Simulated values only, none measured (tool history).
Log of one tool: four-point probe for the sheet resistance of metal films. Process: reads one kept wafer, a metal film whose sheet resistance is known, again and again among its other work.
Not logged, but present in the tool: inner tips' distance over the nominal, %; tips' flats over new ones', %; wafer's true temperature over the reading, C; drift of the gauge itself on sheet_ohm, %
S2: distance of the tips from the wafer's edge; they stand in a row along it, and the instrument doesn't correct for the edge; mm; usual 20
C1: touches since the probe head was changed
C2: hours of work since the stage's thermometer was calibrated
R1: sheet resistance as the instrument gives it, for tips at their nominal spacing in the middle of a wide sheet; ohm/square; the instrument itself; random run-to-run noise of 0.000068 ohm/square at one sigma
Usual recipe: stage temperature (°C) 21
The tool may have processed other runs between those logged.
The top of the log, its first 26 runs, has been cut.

run 27 hour=844.7 | stage_temperature_(°C)=34 S2=67 | C1=67762 C2=421 | R1=0.339108
run 28 hour=877.2 | stage_temperature_(°C)=19 S2=11 | C1=68862 C2=442 | R1=0.343421
run 29 hour=896.5 | stage_temperature_(°C)=19 S2=11 | C1=69517 C2=454 | R1=0.343449
run 30 hour=915.8 | stage_temperature_(°C)=29 S2=34 | C1=70172 C2=467 | R1=0.339900
run 31 hour=948.8 | stage_temperature_(°C)=33 S2=25 | C1=71290 C2=488 | R1=0.339416
run 32 hour=975.5 | stage_temperature_(°C)=33 S2=25 | C1=72196 C2=505 | R1=0.339558
run 33 hour=1006.5 | stage_temperature_(°C)=33 S2=25 | C1=73245 C2=525 | R1=0.339506
run 34 hour=1030.7 | stage_temperature_(°C)=31 S2=51 | C1=74065 C2=540 | R1=0.339562
run 35 hour=1063.1 | stage_temperature_(°C)=22 S2=8 | C1=75163 C2=561 | R1=0.344222
run 36 hour=1103.0 | stage_temperature_(°C)=25 S2=16 | C1=76517 C2=586 | R1=0.341396
run 37 hour=1139.6 | stage_temperature_(°C)=25 S2=16 | C1=77758 C2=610 | R1=0.341355

4 options for the next run, each taken on its own from the tool as it stands now. Forecast them:
run A hour=1183.3 | stage_temperature_(°C)=18 S2=3 | C1=79238 C2=637 | R1=?
run B hour=1183.3 | stage_temperature_(°C)=25 S2=6 | C1=79238 C2=637 | R1=?
run C hour=1183.3 | stage_temperature_(°C)=22 S2=20 | C1=79238 C2=637 | R1=?
run D hour=1183.3 | stage_temperature_(°C)=22 S2=48 | C1=79238 C2=637 | R1=?

run=A R1=0.361395
run=B R1=0.345709
run=C R1=0.341690
run=D R1=0.341414
What these runs would have given with no unlogged condition in the tool:
run=A R1=0.361436
run=B R1=0.345749
run=C R1=0.341730
run=D R1=0.341454
